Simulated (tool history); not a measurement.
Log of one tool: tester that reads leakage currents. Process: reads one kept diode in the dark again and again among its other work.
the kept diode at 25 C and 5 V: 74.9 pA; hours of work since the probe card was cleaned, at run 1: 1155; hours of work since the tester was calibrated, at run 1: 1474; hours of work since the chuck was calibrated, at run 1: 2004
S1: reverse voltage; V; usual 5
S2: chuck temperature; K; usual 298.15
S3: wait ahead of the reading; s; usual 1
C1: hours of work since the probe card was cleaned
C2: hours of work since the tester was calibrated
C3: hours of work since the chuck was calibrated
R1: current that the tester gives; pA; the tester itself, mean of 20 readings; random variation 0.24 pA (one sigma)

run     day     S1      S2    S3    C1    C2    C3       R1
  1       0      5  298.15     1  1155  1474  2004    76.64
  2   2.338      5  298.15     1  1198  1516  2046    77.18
  3     5.8      5  298.15     1  1260  1578  2109    77.09
  4   9.642      5  298.15     1  1329  1648  2178    76.86
  5  12.162      5  298.15     1  1375  1693  2224    76.56
  6   14.85      5  298.15  0.87  1424  1742  2272    77.02
  7    18.3      5  298.15  0.87  1486  1804  2335    77.36
     18.575  -- chuck's temperature calibrated
  8   21.75      5  328.15     1  1547  1865    57  1067.18
  9  23.571   1.11  298.15     1  1580  1898    90    47.15
 10  25.817      5  298.15   1.4  1620  1938   131    76.52
 11  29.112      5  298.15   1.4  1680  1998   190    76.49
 12  32.067   3.75  298.15   0.3  1733  2051   244    73.42
 13  34.442   3.75  298.15   0.3  1776  2094   287    73.43
 14  38.808      5  305.15  0.87  1855  2173   366   148.53
 15  42.271      5  312.15     1  1917  2236   428   277.65
 16  45.192      5  303.15     1  1970  2288   481   123.23
 17  47.608      5  303.15     1  2014  2332   525   123.12
 18  49.575  15.41  297.15     1  2049  2368   560   103.14
 19  53.254   2.72  319.15     1  2116  2434   627   419.58

3 ways to go on from here, each from the tool as it stands after run 19. What would each give?
  A  55.454  1.62  295.15  9.17  2156  2474  666   ?
  B  55.454  2.72  298.15     1  2156  2474  666   ?
  C  55.454  1.94  300.15  4.51  2156  2474  666   ?

run     R1
  A  39.13
  B  62.78
  C  67.87
Without the tool's hidden state the same runs would have given:
run     R1
  A  39.13
  B  62.76
  C  67.87
